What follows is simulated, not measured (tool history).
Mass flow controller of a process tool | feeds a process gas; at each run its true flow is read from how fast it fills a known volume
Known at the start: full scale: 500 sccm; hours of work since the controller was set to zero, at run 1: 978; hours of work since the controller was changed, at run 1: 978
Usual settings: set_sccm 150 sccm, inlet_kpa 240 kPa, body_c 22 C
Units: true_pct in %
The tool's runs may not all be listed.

run    hour  set_sccm  inlet_kpa  body_c  hours of work since the controller was set to zero  hours of work since the controller was changed  true_pct
  1     0.0       150        240      22                                                 978                                             978     98.75
  2   143.2       150        240      22                                                1089                                            1089     98.86
  3   287.1       150        240      22                                                1201                                            1201     98.91
  4   435.4        94        240      22                                                1315                                            1315     98.73
  5   613.6        94        240      22                                                1453                                            1453     99.03
  6   776.5        67        240      22                                                1580                                            1580     98.92
  7   872.6        67        240      22                                                1654                                            1654     99.07
  8  1042.1        67        240      22                                                1785                                            1785     99.15
  9  1214.9       150        240      26                                                1919                                            1919    100.08
 10  1406.4       150        240      26                                                2067                                            2067    100.10
 11  1559.4       150        240      26                                                2186                                            2186    100.27
 12  1754.9       150        240      26                                                2337                                            2337    100.33
 13  1887.5       150        240      22                                                2440                                            2440     99.93
 14  2090.7       150        240      22                                                2597                                            2597    100.07
 15  2233.9       150        240      22                                                2708                                            2708    100.15
 16  2383.2       150        240      22                                                2824                                            2824    100.30
 17  2492.7       150        227      22                                                2908                                            2908    100.33
 18  2662.7       150        240      22                                                3040                                            3040    100.36
 19  2809.5       150        240      22                                                3154                                            3154    100.55
 20  2913.1       150        182      22                                                3234                                            3234    100.39
 21  3063.7        70        145      30                                                3351                                            3351    100.99
 22  3255.2        70        145      30                                                3499                                            3499    101.16
 23  3410.6       150        240      35                                                3619                                            3619    102.47
 24  3575.3       150        240      35                                                3747                                            3747    102.53
 25  3660.0       318        261      23                                                3812                                            3812    101.76
 26  3829.8        50        156      36                                                3944                                            3944    102.14
 27  4004.5       106        156      36                                                4079                                            4079    102.51
 28  4136.0       176        240      30                                                4181                                            4181    102.40
 29  4263.8       176        240      30                                                4280                                            4280    102.44
 30  4404.4       478        240      24                                                4389                                            4389    102.88
 31  4517.4        67        194      24                                                4476                                            4476    101.49
 32  4624.0       231        240      28                                                4559                                            4559    102.63
     4649.2  -- gauge calibrated
 33  4712.5       272        240      22                                                4627                                            4627     99.03
 34  4908.8       232        228      22                                                4779                                            4779     99.12
 35  5010.2       232        151      22                                                4858                                            4858     98.90
 36  5185.5       232        151      22                                                4994                                            4994     98.91
 37  5294.6        98        240      22                                                5078                                            5078     99.02
 38  5458.0        98        240      22                                                5205                                            5205     99.00

3 ways to go on from here, each from the tool as it stands after run 38. What would each give?
  A  5563.8        98        192      27                                                5287                                            5287         ?
  B  5563.8        72        206      30                                                5287                                            5287         ?
  C  5563.8        54        202      22                                                5287                                            5287         ?

run  true_pct
  A     99.48
  B     99.92
  C     99.02
Without the tool's hidden state the same runs would have given:
run  true_pct
  A     98.88
  B     99.30
  C     98.40

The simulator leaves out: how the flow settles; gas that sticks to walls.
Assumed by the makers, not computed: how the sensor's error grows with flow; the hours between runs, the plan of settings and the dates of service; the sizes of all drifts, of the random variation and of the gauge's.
